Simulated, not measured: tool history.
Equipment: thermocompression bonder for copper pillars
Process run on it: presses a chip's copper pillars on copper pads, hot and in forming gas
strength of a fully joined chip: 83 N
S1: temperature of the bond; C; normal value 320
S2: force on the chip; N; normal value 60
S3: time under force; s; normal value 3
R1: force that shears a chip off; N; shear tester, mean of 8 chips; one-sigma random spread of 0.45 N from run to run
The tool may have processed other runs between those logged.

run	hour	S1	S2	S3	R1
1	0	320	60	3	35
2	13.5	320	60	3	34.1
3	30.4	320	60	3	34
4	45	332	60	3	38.1
5	55	332	60	3	38.3
6	72.4	332	60	3	37.4
7	91.7	320	58	3	33.4
8	106.1	320	58	3	32.9
9	122	320	60	2	30
10	136.5	343	60	3	40.6
11	153.7	343	60	3	40.6
12	168.3	320	78	3	39.6
13	190.1	320	78	3	39.7
14	206.1	320	78	3	39.8
15	225.6	320	78	3	39
16	242.8	320	78	3	39.2
17	266.1	320	78	3	38.9
18	280.4	320	78	3	40
19	304.3	320	78	3	39.6
20	317.3	320	78	3	39
21	328.5	292	60	3	25.4
22	339.1	323	60	3	33.6
23	355.3	305	63	2	24.8
24	368.3	320	75	9	51.8
25	379.9	291	53	4	25
26	402.4	291	53	4	24.5
27	424.8	327	87	8	56.1
28	444.1	327	87	8	55.4
29	454.5	326	60	2	29.6
# hour 464: forming gas filter changed
30	477.8	309	71	2	31.1
31	497.2	320	61	2	30.8
32	520.9	322	83	3	44
33	542	315	49	8	42.1
34	556	320	60	2	30.3
35	570.7	331	69	3	42.4
36	583	292	67	2	25.1
37	596.5	310	67	2	29.2
38	620	310	67	2	29.6

Per-run results on a tool with no hidden state, each run keeping its own random variation:
What the log doesn't record here: true temperature of the bond over the reading, C; force that reaches the chip, % of what is set; oxide that the forming gas leaves, % of the face; drift of the gauge itself on shear_n, %.
run	R1
1	34.6
2	33.8
3	33.8
4	38.1
5	38.4
6	37.6
7	33.5
8	33.1
9	30.3
10	41.4
11	41.5
12	40.5
13	40.8
14	40.9
15	40.3
16	40.6
17	40.5
18	41.7
19	41.5
20	41
21	26.4
22	35.4
23	26
24	55.5
25	26.2
26	25.8
27	61
28	60.5
29	31.7
30	29.7
31	29.6
32	42.7
33	40.9
34	29.4
35	41.6
36	24.2
37	28.3
38	28.9
